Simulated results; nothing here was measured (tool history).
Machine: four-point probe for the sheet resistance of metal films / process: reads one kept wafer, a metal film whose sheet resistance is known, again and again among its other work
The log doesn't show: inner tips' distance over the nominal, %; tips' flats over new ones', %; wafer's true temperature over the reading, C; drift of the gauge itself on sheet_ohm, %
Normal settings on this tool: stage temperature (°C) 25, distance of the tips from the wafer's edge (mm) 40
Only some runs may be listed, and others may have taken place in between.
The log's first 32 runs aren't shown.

| run | hour | stage temperature (°C) | distance of the tips from the wafer's edge (mm) | touches since the probe head was changed | hours of work since the stage's thermometer was calibrated | sheet resistance as the instrument gives it (ohm/square) |
|---|---|---|---|---|---|---|
| 33 | 1628.4 | 31 | 9 | 69399 | 1270 | 1.488087 |
| 34 | 1662.4 | 25 | 45 | 70259 | 1291 | 1.485385 |
| 35 | 1735.3 | 25 | 40 | 72101 | 1334 | 1.485853 |
| 36 | 1805.7 | 23 | 40 | 73879 | 1375 | 1.486048 |
| 37 | 1873.6 | 25 | 21 | 75592 | 1415 | 1.485942 |
| 38 | 1925.4 | 24 | 50 | 76901 | 1446 | 1.485553 |
| 39 | 1975.5 | 24 | 50 | 78167 | 1475 | 1.485619 |
| 40 | 2009.7 | 35 | 69 | 79031 | 1495 | 1.486376 |
| 41 | 2071.5 | 28 | 40 | 80591 | 1532 | 1.485648 |
| 42 | 2142.3 | 28 | 40 | 82379 | 1574 | 1.485506 |
| 43 | 2214.0 | 21 | 15 | 84188 | 1616 | 1.486336 |
| 44 | 2249.6 | 34 | 5 | 85089 | 1637 | 1.493844 |
| 45 | 2319.2 | 34 | 5 | 86847 | 1678 | 1.493795 |
| 46 | 2387.9 | 25 | 18 | 88580 | 1718 | 1.486185 |

Alternative continuations, all from the tool just after run 46; predict every row:
| A | 2422.1 | 22 | 4 | 89445 | 1739 | ? |
| B | 2422.1 | 30 | 36 | 89445 | 1739 | ? |
| C | 2422.1 | 22 | 4 | 89445 | 1739 | ? |

| run | sheet resistance as the instrument gives it (ohm/square) |
|---|---|
| A | 1.497583 |
| B | 1.485763 |
| C | 1.497480 |
Take away the tool's hidden state, keep each run's random variation, and the runs would have read:
| run | sheet resistance as the instrument gives it (ohm/square) |
|---|---|
| A | 1.497676 |
| B | 1.485855 |
| C | 1.497574 |

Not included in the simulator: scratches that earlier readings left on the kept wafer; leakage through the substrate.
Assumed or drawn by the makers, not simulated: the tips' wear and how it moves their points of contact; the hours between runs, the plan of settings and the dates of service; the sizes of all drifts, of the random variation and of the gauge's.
